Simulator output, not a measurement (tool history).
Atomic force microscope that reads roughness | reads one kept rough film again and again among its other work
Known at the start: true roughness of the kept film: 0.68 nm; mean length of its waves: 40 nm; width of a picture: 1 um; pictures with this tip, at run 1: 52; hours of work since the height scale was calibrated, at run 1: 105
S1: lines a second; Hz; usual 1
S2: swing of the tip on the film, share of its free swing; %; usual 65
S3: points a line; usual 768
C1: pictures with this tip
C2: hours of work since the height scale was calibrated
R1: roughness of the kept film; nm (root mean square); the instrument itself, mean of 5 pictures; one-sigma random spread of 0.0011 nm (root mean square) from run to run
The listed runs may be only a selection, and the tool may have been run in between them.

{"run": 1, "hour": 0.0, "S1": 1, "S2": 65, "S3": 768, "C1": 52, "C2": 105, "R1": 0.643}
{"run": 2, "hour": 4.7, "S1": 1, "S2": 65, "S3": 768, "C1": 58, "C2": 107, "R1": 0.64}
{"run": 3, "hour": 10.9, "S1": 1, "S2": 65, "S3": 768, "C1": 65, "C2": 110, "R1": 0.642}
{"run": 4, "hour": 20.1, "S1": 1, "S2": 65, "S3": 768, "C1": 76, "C2": 114, "R1": 0.64}
{"run": 5, "hour": 27.0, "S1": 1, "S2": 65, "S3": 768, "C1": 85, "C2": 118, "R1": 0.637}
{"hour": 31.8, "done": "new tip fitted"}
{"run": 6, "hour": 33.2, "S1": 1, "S2": 65, "S3": 768, "C1": 2, "C2": 121, "R1": 0.653}
{"run": 7, "hour": 43.5, "S1": 1, "S2": 65, "S3": 768, "C1": 14, "C2": 126, "R1": 0.648}
{"run": 8, "hour": 50.4, "S1": 1, "S2": 65, "S3": 768, "C1": 23, "C2": 129, "R1": 0.649}
{"run": 9, "hour": 60.9, "S1": 1, "S2": 65, "S3": 293, "C1": 35, "C2": 134, "R1": 0.643}
{"run": 10, "hour": 68.9, "S1": 1, "S2": 65, "S3": 264, "C1": 45, "C2": 138, "R1": 0.639}
{"run": 11, "hour": 75.8, "S1": 1, "S2": 65, "S3": 264, "C1": 53, "C2": 141, "R1": 0.638}
{"hour": 77.4, "done": "height scale calibrated on a step standard"}
{"run": 12, "hour": 87.0, "S1": 1, "S2": 65, "S3": 264, "C1": 66, "C2": 5, "R1": 0.633}
{"run": 13, "hour": 96.2, "S1": 1, "S2": 65, "S3": 264, "C1": 77, "C2": 9, "R1": 0.633}
{"run": 14, "hour": 105.4, "S1": 1, "S2": 65, "S3": 264, "C1": 88, "C2": 14, "R1": 0.632}
{"hour": 107.4, "done": "new tip fitted"}
{"run": 15, "hour": 113.4, "S1": 1.16, "S2": 81, "S3": 413, "C1": 7, "C2": 17, "R1": 0.621}
{"run": 16, "hour": 120.4, "S1": 1.16, "S2": 81, "S3": 413, "C1": 15, "C2": 21, "R1": 0.62}
{"run": 17, "hour": 129.1, "S1": 0.65, "S2": 65, "S3": 768, "C1": 26, "C2": 25, "R1": 0.653}
{"run": 18, "hour": 134.2, "S1": 0.68, "S2": 78, "S3": 768, "C1": 32, "C2": 27, "R1": 0.639}
{"hour": 136.6, "done": "height scale calibrated on a step standard, once more"}
{"run": 19, "hour": 140.9, "S1": 0.68, "S2": 78, "S3": 768, "C1": 39, "C2": 2, "R1": 0.638}
{"run": 20, "hour": 151.2, "S1": 0.86, "S2": 65, "S3": 768, "C1": 51, "C2": 7, "R1": 0.645}
{"run": 21, "hour": 158.1, "S1": 0.76, "S2": 56, "S3": 587, "C1": 60, "C2": 10, "R1": 0.649}
{"run": 22, "hour": 162.6, "S1": 0.63, "S2": 77, "S3": 352, "C1": 65, "C2": 13, "R1": 0.631}
{"run": 23, "hour": 169.5, "S1": 1, "S2": 65, "S3": 808, "C1": 74, "C2": 16, "R1": 0.638}
{"run": 24, "hour": 174.8, "S1": 1, "S2": 65, "S3": 808, "C1": 80, "C2": 19, "R1": 0.638}
{"hour": 183.3, "done": "new tip fitted"}
{"run": 25, "hour": 183.3, "S1": 1, "S2": 65, "S3": 808, "C1": 0, "C2": 22, "R1": 0.655}

Forecast each of these 4 alternatives for the next run:
{"run": "A", "hour": 190.2, "S1": 0.84, "S2": 55, "S3": 630, "C1": 8, "C2": 26, "R1": "?"}
{"run": "B", "hour": 190.2, "S1": 1, "S2": 65, "S3": 919, "C1": 8, "C2": 26, "R1": "?"}
{"run": "C", "hour": 190.2, "S1": 3.95, "S2": 77, "S3": 377, "C1": 8, "C2": 26, "R1": "?"}
{"run": "D", "hour": 190.2, "S1": 0.85, "S2": 65, "S3": 768, "C1": 8, "C2": 26, "R1": "?"}

run=A R1=0.661
run=B R1=0.652
run=C R1=0.552
run=D R1=0.653
Take away the tool's hidden state, keep each run's random variation, and the runs would have read:
run=A R1=0.662
run=B R1=0.654
run=C R1=0.553
run=D R1=0.654

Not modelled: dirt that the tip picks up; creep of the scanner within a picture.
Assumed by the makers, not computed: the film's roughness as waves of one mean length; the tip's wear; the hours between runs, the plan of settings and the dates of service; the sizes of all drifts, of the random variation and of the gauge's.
